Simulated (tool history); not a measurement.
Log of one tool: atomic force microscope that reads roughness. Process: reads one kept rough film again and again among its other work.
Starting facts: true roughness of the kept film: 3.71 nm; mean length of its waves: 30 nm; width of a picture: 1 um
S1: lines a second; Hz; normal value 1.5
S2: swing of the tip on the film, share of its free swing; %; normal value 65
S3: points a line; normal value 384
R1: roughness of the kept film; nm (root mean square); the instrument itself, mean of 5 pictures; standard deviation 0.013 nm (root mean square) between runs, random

| run | hour | S1 | S2 | S3 | R1 |
|---|---|---|---|---|---|
| 1 | 0 | 1.5 | 65 | 384 | 3.016 |
| 2 | 8.3 | 1.5 | 62 | 384 | 3.037 |
| 3 | 13.8 | 1.5 | 62 | 384 | 3.004 |
| 4 | 20.4 | 1.5 | 62 | 384 | 3.043 |
| 5 | 28.3 | 1.5 | 62 | 384 | 3.029 |
| 6 | 33.1 | 1.5 | 62 | 384 | 3.015 |
| 7 | 40.7 | 1.5 | 62 | 384 | 3.02 |
| 8 | 50.1 | 1.5 | 62 | 384 | 2.998 |
| 9 | 57.3 | 1.5 | 65 | 384 | 2.977 |
| 10 | 66.2 | 1.5 | 65 | 384 | 2.98 |
|  | 68.3 | new tip fitted |
| 11 | 74.2 | 1.5 | 65 | 384 | 3.007 |
| 12 | 82.3 | 1.5 | 65 | 996 | 3.04 |
| 13 | 91.4 | 1.5 | 65 | 384 | 3.029 |
| 14 | 100.2 | 2.14 | 65 | 384 | 2.948 |
| 15 | 107.9 | 2.14 | 65 | 384 | 2.933 |
| 16 | 114.7 | 2.14 | 65 | 384 | 2.931 |
| 17 | 124 | 2.14 | 65 | 384 | 2.918 |
| 18 | 128.6 | 1.5 | 71 | 384 | 2.929 |
|  | 136.2 | new tip fitted |
| 19 | 136.8 | 1.5 | 65 | 384 | 2.988 |
| 20 | 141.7 | 1.5 | 65 | 384 | 3 |
| 21 | 151.4 | 1.5 | 65 | 384 | 3.026 |
| 22 | 160.1 | 1.5 | 65 | 384 | 2.991 |
| 23 | 168.8 | 1.5 | 65 | 384 | 3.016 |
| 24 | 174 | 1.5 | 65 | 384 | 3 |
| 25 | 179.5 | 2.71 | 60 | 348 | 2.93 |
| 26 | 187.5 | 1.49 | 64 | 271 | 2.986 |
| 27 | 197.1 | 2.44 | 64 | 271 | 2.893 |
| 28 | 202.2 | 2.44 | 64 | 271 | 2.895 |
|  | 204.2 | new tip fitted |
| 29 | 211.9 | 3.12 | 69 | 588 | 2.781 |
| 30 | 218.8 | 3.12 | 58 | 436 | 2.971 |
| 31 | 225.6 | 3.12 | 58 | 436 | 2.955 |
| 32 | 231 | 0.51 | 79 | 299 | 3.018 |
| 33 | 238.1 | 1.64 | 57 | 384 | 3.053 |
| 34 | 246.6 | 1.64 | 57 | 384 | 3.051 |
| 35 | 252.4 | 1.64 | 57 | 498 | 3.048 |
| 36 | 256.7 | 2.77 | 66 | 349 | 2.855 |
| 37 | 260.9 | 1.6 | 66 | 863 | 2.977 |
| 38 | 269.5 | 1.27 | 57 | 974 | 3.085 |
|  | 272 | new tip fitted |
| 39 | 278.5 | 1.27 | 57 | 974 | 3.128 |
| 40 | 287.1 | 1.5 | 85 | 384 | 2.735 |
| 41 | 293 | 0.67 | 80 | 705 | 3.01 |
| 42 | 299.6 | 1.59 | 83 | 384 | 2.764 |
| 43 | 308 | 0.55 | 65 | 692 | 3.119 |
| 44 | 316.8 | 1.29 | 59 | 286 | 3.02 |
| 45 | 326.1 | 0.56 | 76 | 731 | 3.047 |
| 46 | 334.3 | 0.56 | 76 | 731 | 3.059 |
|  | 340.1 | new tip fitted |
| 47 | 343.5 | 0.54 | 62 | 318 | 3.12 |

Forecast each of these 4 alternatives for the next run:
| A | 348.7 | 0.54 | 59 | 511 | ? |
| B | 348.7 | 2.16 | 62 | 318 | ? |
| C | 348.7 | 3.94 | 72 | 318 | ? |
| D | 348.7 | 1.01 | 83 | 429 | ? |

| run | R1 |
|---|---|
| A | 3.125 |
| B | 2.975 |
| C | 2.605 |
| D | 2.916 |
With no hidden state in the tool, these same runs would have given:
| run | R1 |
|---|---|
| A | 3.127 |
| B | 2.977 |
| C | 2.607 |
| D | 2.917 |

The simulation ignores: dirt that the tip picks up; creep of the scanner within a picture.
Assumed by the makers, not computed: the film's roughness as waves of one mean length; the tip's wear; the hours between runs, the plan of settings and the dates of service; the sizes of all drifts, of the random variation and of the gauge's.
